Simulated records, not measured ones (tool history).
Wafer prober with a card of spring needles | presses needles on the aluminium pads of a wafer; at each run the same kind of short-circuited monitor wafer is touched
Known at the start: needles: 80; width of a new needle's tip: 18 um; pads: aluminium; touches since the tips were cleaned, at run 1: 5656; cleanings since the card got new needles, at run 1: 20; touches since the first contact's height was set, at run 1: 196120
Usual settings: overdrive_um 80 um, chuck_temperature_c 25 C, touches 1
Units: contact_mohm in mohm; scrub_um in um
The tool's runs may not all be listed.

run,hour,overdrive_um,chuck_temperature_c,touches,touches since the tips were cleaned,cleanings since the card got new needles,touches since the first contact's height was set,contact_mohm,scrub_um
1,0.0,80,25,1,5656,20,196120,159,12.02
# hour 7.2: tips cleaned on abrasive film
2,15.0,80,25,1,3474,21,202738,162,12.00
# hour 27.6: tips cleaned on abrasive film
3,36.5,80,25,1,3947,22,212204,161,12.00
# hour 48.3: tips cleaned on abrasive film
4,57.9,80,25,1,4239,23,221651,160,11.98
# hour 69.1: tips cleaned on abrasive film
5,71.1,98,25,1,897,24,227453,138,14.73
6,83.6,98,25,1,6454,24,233010,150,14.73
# hour 90.0: tips cleaned on abrasive film
7,98.1,80,25,1,3577,25,239349,161,11.98
# hour 106.7: height of the first contact set anew
8,108.6,80,25,1,8130,25,839,162,12.19
# hour 110.4: tips cleaned on abrasive film
9,127.8,80,25,1,7718,26,9294,163,12.18
# hour 130.9: tips cleaned on abrasive film
10,141.5,77,99,1,4674,27,15308,174,11.73
# hour 152.1: tips cleaned on abrasive film
11,165.4,75,76,2,5896,28,25872,156,11.39
# hour 171.9: tips cleaned on abrasive film
12,178.5,82,76,2,2925,29,31605,152,12.47
# hour 192.4: tips cleaned on abrasive film
13,193.2,70,50,2,352,30,38074,143,10.62
# hour 213.9: tips cleaned on abrasive film
14,213.9,80,69,1,0,31,47245,137,12.15
15,231.5,80,69,1,7761,31,55006,165,12.15
# hour 235.2: tips cleaned on abrasive film
16,248.8,80,69,1,6007,32,62646,167,12.13
# hour 255.1: tips cleaned on abrasive film
17,260.0,80,69,1,2198,33,67585,156,12.14
# hour 275.2: tips cleaned on abrasive film
18,277.0,80,46,1,767,34,75038,144,12.16

3 ways to go on from here, each from the tool as it stands after run 18. What would each give?
# hour 296.7: tips cleaned on abrasive film
A,298.2,80,96,1,654,35,84388,?,?
# hour 296.7: tips cleaned on abrasive film
B,298.2,80,66,2,654,35,84388,?,?
# hour 296.7: tips cleaned on abrasive film
C,298.2,68,46,1,654,35,84388,?,?

run,contact_mohm,scrub_um
A,151,12.09
B,144,12.12
C,151,10.28
Without the tool's hidden state the same runs would have given:
run,contact_mohm,scrub_um
A,139,12.17
B,136,12.20
C,133,10.36

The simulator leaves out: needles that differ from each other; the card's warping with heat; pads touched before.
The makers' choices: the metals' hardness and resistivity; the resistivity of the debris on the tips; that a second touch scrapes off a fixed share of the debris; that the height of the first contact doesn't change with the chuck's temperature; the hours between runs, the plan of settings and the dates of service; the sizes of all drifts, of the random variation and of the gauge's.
